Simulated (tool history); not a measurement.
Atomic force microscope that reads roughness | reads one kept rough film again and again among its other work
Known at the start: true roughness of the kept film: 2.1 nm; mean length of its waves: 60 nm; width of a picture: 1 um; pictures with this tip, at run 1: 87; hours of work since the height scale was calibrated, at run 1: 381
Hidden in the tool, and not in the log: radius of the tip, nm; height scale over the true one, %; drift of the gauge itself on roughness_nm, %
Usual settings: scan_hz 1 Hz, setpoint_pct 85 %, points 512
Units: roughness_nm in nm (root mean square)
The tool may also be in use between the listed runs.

run,hour,scan_hz,setpoint_pct,points,pictures with this tip,hours of work since the height scale was calibrated,roughness_nm
1,0,1,85,512,87,381,1.91
2,60.4,1,85,512,212,420,1.802
# hour 76: new tip fitted
3,125.5,1,85,512,102,461,1.884
4,175.9,1,85,289,205,493,1.818
# hour 198.6: new tip fitted
5,244.3,1,85,512,94,537,1.887
# hour 316.2: new tip fitted
6,319.2,1,85,512,7,584,1.945
7,393,1,85,512,159,632,1.866
# hour 437.5: new tip fitted
8,440.2,1,85,512,6,662,1.951
9,502.5,1,85,512,134,702,1.868
10,545.2,1,85,512,222,729,1.829
# hour 555.2: new tip fitted
11,592.4,1,85,512,76,759,1.913
12,640.4,3.06,85,512,175,790,1.671
# hour 674: new tip fitted
13,684.9,3.06,85,512,23,818,1.753
14,744.7,3.06,85,512,146,856,1.698
# hour 793.8: new tip fitted
15,833.2,1,85,512,81,912,1.918
16,890.3,0.99,62,284,199,949,1.894
# hour 914.5: new tip fitted
17,929.6,1.38,80,461,31,974,1.942
18,1002,1,57,729,180,1020,1.942
# hour 1034.5: new tip fitted
19,1061.6,1,57,729,55,1058,2.011
20,1102.1,1,57,729,139,1084,1.939
# hour 1154.9: new tip fitted
21,1156.4,2.14,63,304,3,1118,2.007
22,1210.1,2.14,63,699,113,1153,1.921
# hour 1274.3: new tip fitted
23,1276.8,0.79,60,679,5,1195,2.048
24,1330.6,0.79,60,679,116,1230,1.969
25,1382.2,0.79,60,679,222,1263,1.903
# hour 1394.7: new tip fitted
26,1465.3,0.76,59,299,146,1316,1.956
27,1504.9,0.76,59,299,227,1341,1.909
# hour 1512: new tip fitted
28,1590.1,1,85,704,161,1395,1.897
# hour 1632.7: new tip fitted
29,1671.7,1,85,260,80,1447,1.912

Forecast each of these 5 alternatives for the next run:
A,1728.2,1,85,696,196,1483,?
B,1728.2,3.85,85,790,196,1483,?
C,1728.2,2.44,62,318,196,1483,?
D,1728.2,2.49,78,260,196,1483,?
E,1728.2,3.34,74,690,196,1483,?

run,roughness_nm
A,1.871
B,1.631
C,1.899
D,1.795
E,1.775
Without the tool's hidden state the same runs would have given:
run,roughness_nm
A,1.954
B,1.705
C,1.984
D,1.875
E,1.855
